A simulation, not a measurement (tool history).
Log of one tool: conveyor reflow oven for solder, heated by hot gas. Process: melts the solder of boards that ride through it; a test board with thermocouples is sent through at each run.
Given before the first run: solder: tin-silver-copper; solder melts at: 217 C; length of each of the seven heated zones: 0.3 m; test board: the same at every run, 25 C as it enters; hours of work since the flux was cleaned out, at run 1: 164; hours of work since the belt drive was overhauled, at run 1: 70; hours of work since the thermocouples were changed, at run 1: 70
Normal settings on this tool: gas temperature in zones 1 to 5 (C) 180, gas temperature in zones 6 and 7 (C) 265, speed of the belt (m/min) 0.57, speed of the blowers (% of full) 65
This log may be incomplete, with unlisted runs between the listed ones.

| run | hour | gas temperature in zones 1 to 5 (C) | gas temperature in zones 6 and 7 (C) | speed of the belt (m/min) | speed of the blowers (% of full) | hours of work since the flux was cleaned out | hours of work since the belt drive was overhauled | hours of work since the thermocouples were changed | highest temperature of the board (C) | time above the solder's melting point (s) |
|---|---|---|---|---|---|---|---|---|---|---|
| 1 | 0 | 180 | 265 | 0.57 | 65 | 164 | 70 | 70 | 252.3 | 49.51 |
| 2 | 73.1 | 180 | 264 | 0.57 | 65 | 198 | 104 | 104 | 251.5 | 49.15 |
| 3 | 136.8 | 180 | 264 | 0.57 | 65 | 228 | 134 | 134 | 251.6 | 49.23 |
| 4 | 175.2 | 180 | 264 | 0.57 | 65 | 246 | 152 | 152 | 251.6 | 49.17 |
| 5 | 215.6 | 175 | 265 | 0.57 | 65 | 264 | 170 | 170 | 251.7 | 47.63 |
| 6 | 279.3 | 180 | 265 | 0.57 | 65 | 294 | 200 | 200 | 252.4 | 49.68 |
| 7 | 324.3 | 180 | 271 | 0.57 | 65 | 315 | 221 | 221 | 257.7 | 52.25 |
| 8 | 358.6 | 180 | 258 | 0.57 | 65 | 331 | 237 | 237 | 246.2 | 46.13 |
| 9 | 412 | 180 | 258 | 0.57 | 65 | 356 | 262 | 262 | 246.1 | 45.92 |
|  | 425.3 | flux residue cleaned out of gas plates and filters |
| 10 | 460.1 | 180 | 257 | 0.57 | 65 | 16 | 282 | 282 | 245.4 | 45.51 |
| 11 | 517.6 | 180 | 265 | 0.57 | 65 | 43 | 309 | 309 | 252.7 | 49.56 |
| 12 | 566.1 | 180 | 265 | 0.57 | 65 | 66 | 332 | 332 | 252.2 | 49.71 |
| 13 | 612.2 | 180 | 265 | 0.57 | 65 | 87 | 353 | 353 | 252.6 | 49.67 |
| 14 | 662.1 | 180 | 265 | 0.57 | 65 | 111 | 376 | 376 | 252.3 | 49.5 |
| 15 | 731.1 | 180 | 265 | 0.57 | 65 | 143 | 409 | 409 | 252.4 | 49.63 |
| 16 | 785.3 | 182 | 265 | 0.663 | 65 | 168 | 434 | 434 | 248.2 | 40.18 |
| 17 | 837.1 | 179 | 265 | 0.519 | 65 | 192 | 458 | 458 | 254.6 | 56.16 |
| 18 | 885.9 | 179 | 266 | 0.519 | 54 | 215 | 481 | 481 | 253.6 | 55.09 |
| 19 | 935.2 | 180 | 265 | 0.504 | 65 | 238 | 504 | 504 | 255.4 | 58.82 |
| 20 | 977.7 | 180 | 265 | 0.504 | 65 | 258 | 524 | 524 | 255.6 | 58.73 |
| 21 | 1044.2 | 176 | 265 | 0.57 | 65 | 289 | 555 | 555 | 251.8 | 47.97 |
| 22 | 1087.2 | 182 | 262 | 0.464 | 63 | 309 | 575 | 575 | 254.3 | 64.53 |
| 23 | 1116.8 | 172 | 268 | 0.483 | 53 | 323 | 589 | 589 | 255.9 | 58.62 |
| 24 | 1157.4 | 172 | 268 | 0.588 | 53 | 342 | 608 | 608 | 250.1 | 43.6 |
| 25 | 1190.8 | 172 | 264 | 0.57 | 65 | 357 | 623 | 623 | 250.4 | 45.85 |
|  | 1203.7 | flux residue cleaned out of gas plates and filters |
| 26 | 1256.9 | 172 | 256 | 0.57 | 59 | 25 | 652 | 652 | 242.2 | 40.13 |
| 27 | 1329.4 | 189 | 276 | 0.468 | 57 | 59 | 685 | 685 | 266.9 | 72.28 |
| 28 | 1393.1 | 180 | 254 | 0.57 | 65 | 88 | 715 | 715 | 242.4 | 43.61 |
| 29 | 1465.3 | 168 | 276 | 0.645 | 69 | 122 | 749 | 749 | 256.7 | 42.24 |

3 ways to go on from here, each from the tool as it stands after run 29. What would each give?
| A | 1502 | 180 | 265 | 0.57 | 66 | 139 | 766 | 766 | ? | ? |
| B | 1502 | 180 | 268 | 0.604 | 70 | 139 | 766 | 766 | ? | ? |
| C | 1502 | 180 | 265 | 0.557 | 65 | 139 | 766 | 766 | ? | ? |

| run | highest temperature of the board (C) | time above the solder's melting point (s) |
|---|---|---|
| A | 252.6 | 49.7 |
| B | 254.2 | 47.5 |
| C | 252.6 | 51.4 |
What these runs would have given with no unlogged condition in the tool:
| run | highest temperature of the board (C) | time above the solder's melting point (s) |
|---|---|---|
| A | 252.7 | 49.7 |
| B | 254.2 | 47.5 |
| C | 252.6 | 51.41 |
